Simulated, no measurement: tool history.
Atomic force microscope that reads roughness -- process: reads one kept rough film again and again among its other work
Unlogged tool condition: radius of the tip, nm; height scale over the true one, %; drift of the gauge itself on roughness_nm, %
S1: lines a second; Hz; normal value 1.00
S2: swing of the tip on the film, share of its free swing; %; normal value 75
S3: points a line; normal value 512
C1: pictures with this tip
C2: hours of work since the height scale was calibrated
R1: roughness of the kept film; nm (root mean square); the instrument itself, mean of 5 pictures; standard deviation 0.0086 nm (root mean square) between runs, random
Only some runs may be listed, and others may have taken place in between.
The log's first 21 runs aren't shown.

Run 22, day 13.679: usual settings but S1 2.11 Hz, S3 961; C1 53; C2 491. Result: R1 1.750 nm (root mean square).
Run 23, day 14.183: usual settings but S1 2.11 Hz, S3 961; C1 73; C2 497. Result: R1 1.680 nm (root mean square).
Run 24, day 14.775: usual settings but S1 2.11 Hz, S3 961; C1 97; C2 505. Result: R1 1.621 nm (root mean square).
Run 25, day 15.654: usual settings but S1 2.11 Hz, S3 294; C1 132; C2 516. Result: R1 1.505 nm (root mean square).
Run 26, day 16.350: usual settings but S1 0.63 Hz, S2 56 %, S3 814; C1 160; C2 524. Result: R1 1.544 nm (root mean square).
At day 16.521: new tip fitted.
Run 27, day 16.833: usual settings but S1 0.63 Hz, S2 56 %, S3 814; C1 13; C2 530. Result: R1 1.899 nm (root mean square).
Run 28, day 17.729: usual settings but S2 71 %; C1 49; C2 542. Result: R1 1.767 nm (root mean square).
Run 29, day 18.400: usual settings but S1 2.09 Hz, S2 87 %; C1 76; C2 550. Result: R1 1.582 nm (root mean square).
Run 30, day 18.900: usual settings but S2 76 %, S3 645; C1 96; C2 556. Result: R1 1.628 nm (root mean square).
Run 31, day 19.658: usual settings but S1 3.52 Hz, S2 65 %, S3 399; C1 126; C2 566. Result: R1 1.521 nm (root mean square).
Run 32, day 20.383: usual settings but S1 2.57 Hz, S2 69 %, S3 390; C1 155; C2 575. Result: R1 1.475 nm (root mean square).
At day 20.654: new tip fitted.
Run 33, day 20.917: usual settings but S1 2.89 Hz, S2 66 %, S3 799; C1 11; C2 582. Result: R1 1.868 nm (root mean square).
Run 34, day 21.362: usual settings but S1 0.89 Hz, S2 56 %, S3 321; C1 29; C2 587. Result: R1 1.836 nm (root mean square).
Run 35, day 21.842: usual settings but S1 1.04 Hz, S3 284; C1 48; C2 593. Result: R1 1.732 nm (root mean square).
Run 36, day 22.488: usual settings but S2 56 %, S3 516; C1 74; C2 601. Result: R1 1.732 nm (root mean square).
Run 37, day 23.000: usual settings but S1 1.77 Hz, S2 61 %, S3 308; C1 94; C2 608. Result: R1 1.644 nm (root mean square).
Run 38, day 23.512: usual settings but S1 2.95 Hz, S2 67 %, S3 656; C1 115; C2 614. Result: R1 1.585 nm (root mean square).
Run 39, day 24.133: usual settings but S1 1.22 Hz, S2 63 %, S3 402; C1 140; C2 622. Result: R1 1.553 nm (root mean square).
At day 24.762: new tip fitted.
Run 40, day 24.979: usual settings but S1 0.74 Hz, S2 74 %, S3 492; C1 9; C2 632. Result: R1 1.899 nm (root mean square).
Run 41, day 25.608: usual settings but S1 0.74 Hz, S2 74 %, S3 492; C1 34; C2 640. Result: R1 1.812 nm (root mean square).

3 ways to go on from here, each from the tool as it stands after run 41. What would each give?
Run A, day 25.971: usual settings but S1 2.15 Hz, S2 57 %, S3 369; C1 49; C2 645. Result: R1 ?.
Run B, day 25.971: usual settings but S1 1.61 Hz, S2 64 %, S3 347; C1 49; C2 645. Result: R1 ?.
Run C, day 25.971: usual settings but S1 0.60 Hz, S2 78 %, S3 568; C1 49; C2 645. Result: R1 ?.

run     R1
  A  1.762
  B  1.758
  C  1.793
Stripped of hidden state, with their random variation kept, the same runs would have yielded:
run     R1
  A  1.909
  B  1.905
  C  1.942
